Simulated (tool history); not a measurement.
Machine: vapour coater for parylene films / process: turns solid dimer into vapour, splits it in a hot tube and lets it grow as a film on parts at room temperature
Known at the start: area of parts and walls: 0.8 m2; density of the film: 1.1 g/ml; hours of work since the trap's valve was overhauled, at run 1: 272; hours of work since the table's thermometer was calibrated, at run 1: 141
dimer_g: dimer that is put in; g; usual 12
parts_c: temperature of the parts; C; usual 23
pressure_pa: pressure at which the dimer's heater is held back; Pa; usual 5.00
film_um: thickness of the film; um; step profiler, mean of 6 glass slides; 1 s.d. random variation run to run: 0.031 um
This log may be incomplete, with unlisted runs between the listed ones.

run,hour,dimer_g,parts_c,pressure_pa,hours of work since the trap's valve was overhauled,hours of work since the table's thermometer was calibrated,film_um
1,0.0,12,23,5.00,272,141,6.66
2,14.0,12,23,5.00,281,150,6.67
3,32.6,15,23,5.00,294,162,8.31
4,47.0,15,23,5.00,303,171,8.29
5,78.4,9,23,5.00,323,192,4.97
6,93.3,15,23,5.00,333,201,8.25
7,109.6,12,23,5.00,343,212,6.48
8,125.4,18,23,5.00,353,222,9.76
9,144.3,18,23,5.00,366,234,9.85
10,170.5,12,27,5.00,383,251,5.28
# hour 187.4: trap's valve overhauled
11,191.9,12,27,5.00,3,262,4.95
12,218.3,12,27,5.00,20,279,4.93
13,249.8,12,27,5.00,40,300,4.87
14,269.4,12,27,5.00,53,313,4.86
15,284.5,12,23,5.00,63,322,5.93
# hour 305.6: trap's valve overhauled, once more
16,314.5,12,28,5.00,6,339,5.64
17,332.8,12,28,5.00,18,351,5.62
18,348.3,12,28,5.00,28,361,5.54
19,364.9,11,23,5.00,38,372,6.54
20,387.7,11,23,5.00,53,386,6.54
21,401.3,11,23,5.00,62,395,6.50
22,431.9,12,23,5.00,82,415,7.02
23,453.0,12,23,2.74,95,429,7.61
24,471.4,10,23,7.55,107,441,5.51
25,500.1,10,23,7.55,126,459,5.56
26,521.5,17,23,2.71,140,473,10.62
27,534.9,8,23,4.80,148,482,4.72
28,562.2,8,23,4.80,166,499,4.66
29,591.1,8,23,4.80,185,518,4.63
30,611.7,8,23,4.80,198,531,4.62
31,643.5,8,23,4.80,218,552,4.60
32,669.4,6,23,2.67,235,568,3.70
33,688.4,6,29,8.77,247,581,2.37
34,704.0,9,29,7.91,257,591,3.56
35,720.5,9,29,7.91,268,601,3.58
36,741.0,20,26,3.14,281,615,10.31

Estimate the outcome of run 37 from the log above:
37,771.9,20,15,6.93,301,635,?

Run 37 came out at film_um 16.04 um.
With no hidden state in the tool, this same run would have given film_um 16.94 um.
